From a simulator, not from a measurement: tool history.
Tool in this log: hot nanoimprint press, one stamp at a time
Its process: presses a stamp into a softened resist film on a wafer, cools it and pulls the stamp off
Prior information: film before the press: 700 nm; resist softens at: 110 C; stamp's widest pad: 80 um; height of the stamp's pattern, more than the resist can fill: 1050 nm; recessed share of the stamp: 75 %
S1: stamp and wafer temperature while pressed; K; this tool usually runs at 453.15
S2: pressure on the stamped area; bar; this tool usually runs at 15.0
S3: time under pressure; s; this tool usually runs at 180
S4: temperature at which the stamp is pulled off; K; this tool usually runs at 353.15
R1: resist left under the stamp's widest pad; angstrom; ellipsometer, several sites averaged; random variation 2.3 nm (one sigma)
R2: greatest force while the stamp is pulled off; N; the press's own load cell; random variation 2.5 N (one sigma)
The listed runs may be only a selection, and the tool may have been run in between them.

{"run": 1, "hour": 0.0, "S1": 453.15, "S2": 15.0, "S3": 180, "S4": 353.15, "R1": 4035, "R2": 116}
{"run": 2, "hour": 52.9, "S1": 453.15, "S2": 15.0, "S3": 180, "S4": 353.15, "R1": 4044, "R2": 115}
{"hour": 67.0, "done": "plate thermocouple calibrated"}
{"run": 3, "hour": 123.8, "S1": 453.15, "S2": 15.0, "S3": 180, "S4": 353.15, "R1": 4026, "R2": 119}
{"hour": 197.1, "done": "stamp cleaned and given a new release coat"}
{"run": 4, "hour": 197.1, "S1": 453.15, "S2": 15.0, "S3": 180, "S4": 353.15, "R1": 4060, "R2": 117}
{"run": 5, "hour": 240.6, "S1": 453.15, "S2": 15.0, "S3": 180, "S4": 353.15, "R1": 4071, "R2": 119}
{"run": 6, "hour": 326.7, "S1": 453.15, "S2": 15.0, "S3": 180, "S4": 353.15, "R1": 4024, "R2": 116}
{"run": 7, "hour": 382.7, "S1": 453.15, "S2": 15.0, "S3": 333, "S4": 353.15, "R1": 3279, "R2": 112}
{"hour": 403.4, "done": "press's hydraulic seals changed and the load cell set to zero"}
{"run": 8, "hour": 437.0, "S1": 453.15, "S2": 15.0, "S3": 333, "S4": 353.15, "R1": 3298, "R2": 113}
{"run": 9, "hour": 485.3, "S1": 453.15, "S2": 15.0, "S3": 180, "S4": 346.15, "R1": 4030, "R2": 136}
{"run": 10, "hour": 573.4, "S1": 453.15, "S2": 15.0, "S3": 180, "S4": 346.15, "R1": 4045, "R2": 138}
{"run": 11, "hour": 618.5, "S1": 453.15, "S2": 15.0, "S3": 180, "S4": 360.15, "R1": 4033, "R2": 97}
{"run": 12, "hour": 671.2, "S1": 453.15, "S2": 15.0, "S3": 180, "S4": 353.15, "R1": 4018, "R2": 116}
{"run": 13, "hour": 726.5, "S1": 453.15, "S2": 15.0, "S3": 180, "S4": 353.15, "R1": 4049, "R2": 120}
{"hour": 770.8, "done": "stamp cleaned and given a new release coat"}
{"hour": 778.0, "done": "plate thermocouple calibrated"}
{"run": 14, "hour": 812.9, "S1": 453.15, "S2": 15.0, "S3": 180, "S4": 353.15, "R1": 4016, "R2": 111}
{"run": 15, "hour": 875.2, "S1": 453.15, "S2": 15.0, "S3": 149, "S4": 353.15, "R1": 4219, "R2": 113}
{"run": 16, "hour": 947.5, "S1": 453.15, "S2": 17.9, "S3": 180, "S4": 341.15, "R1": 3713, "R2": 153}
{"run": 17, "hour": 1033.5, "S1": 453.15, "S2": 17.9, "S3": 180, "S4": 341.15, "R1": 3752, "R2": 144}
{"run": 18, "hour": 1109.3, "S1": 453.15, "S2": 15.0, "S3": 180, "S4": 338.15, "R1": 4026, "R2": 164}
{"run": 19, "hour": 1199.0, "S1": 453.15, "S2": 15.0, "S3": 180, "S4": 338.15, "R1": 4008, "R2": 159}
{"run": 20, "hour": 1239.1, "S1": 451.15, "S2": 10.0, "S3": 108, "S4": 338.15, "R1": 5584, "R2": 156}
{"hour": 1335.0, "done": "stamp cleaned and given a new release coat"}
{"run": 21, "hour": 1340.5, "S1": 464.15, "S2": 9.7, "S3": 166, "S4": 350.15, "R1": 3566, "R2": 127}
{"run": 22, "hour": 1394.1, "S1": 450.15, "S2": 21.3, "S3": 208, "S4": 346.15, "R1": 3655, "R2": 137}
{"hour": 1475.2, "done": "plate thermocouple calibrated"}
{"run": 23, "hour": 1479.5, "S1": 450.15, "S2": 21.3, "S3": 208, "S4": 346.15, "R1": 3673, "R2": 137}
{"run": 24, "hour": 1574.4, "S1": 446.15, "S2": 10.0, "S3": 105, "S4": 353.15, "R1": 6047, "R2": 117}
{"run": 25, "hour": 1658.7, "S1": 465.15, "S2": 11.1, "S3": 180, "S4": 352.15, "R1": 3146, "R2": 122}
{"run": 26, "hour": 1700.9, "S1": 458.15, "S2": 15.4, "S3": 180, "S4": 357.15, "R1": 3397, "R2": 102}
{"run": 27, "hour": 1782.9, "S1": 458.15, "S2": 15.4, "S3": 180, "S4": 357.15, "R1": 3395, "R2": 103}
{"run": 28, "hour": 1837.9, "S1": 458.15, "S2": 9.1, "S3": 180, "S4": 350.15, "R1": 4229, "R2": 125}
{"hour": 1902.3, "done": "stamp cleaned and given a new release coat"}
{"run": 29, "hour": 1915.2, "S1": 452.15, "S2": 9.4, "S3": 180, "S4": 353.15, "R1": 4988, "R2": 112}

Forecast each of these 5 alternatives for the next run:
{"run": "A", "hour": 1969.2, "S1": 453.15, "S2": 15.0, "S3": 258, "S4": 344.15, "R1": "?", "R2": "?"}
{"run": "B", "hour": 1969.2, "S1": 452.15, "S2": 12.8, "S3": 180, "S4": 358.15, "R1": "?", "R2": "?"}
{"run": "C", "hour": 1969.2, "S1": 452.15, "S2": 15.9, "S3": 104, "S4": 359.15, "R1": "?", "R2": "?"}
{"run": "D", "hour": 1969.2, "S1": 453.15, "S2": 15.0, "S3": 180, "S4": 342.15, "R1": "?", "R2": "?"}
{"run": "E", "hour": 1969.2, "S1": 463.15, "S2": 20.3, "S3": 180, "S4": 351.15, "R1": "?", "R2": "?"}

run=A R1=3597 R2=143
run=B R1=4417 R2=98
run=C R1=4746 R2=101
run=D R1=4056 R2=150
run=E R1=2499 R2=116
Take away the tool's hidden state, keep each run's random variation, and the runs would have read:
run=A R1=3593 R2=143
run=B R1=4413 R2=98
run=C R1=4742 R2=101
run=D R1=4052 R2=150
run=E R1=2496 R2=115
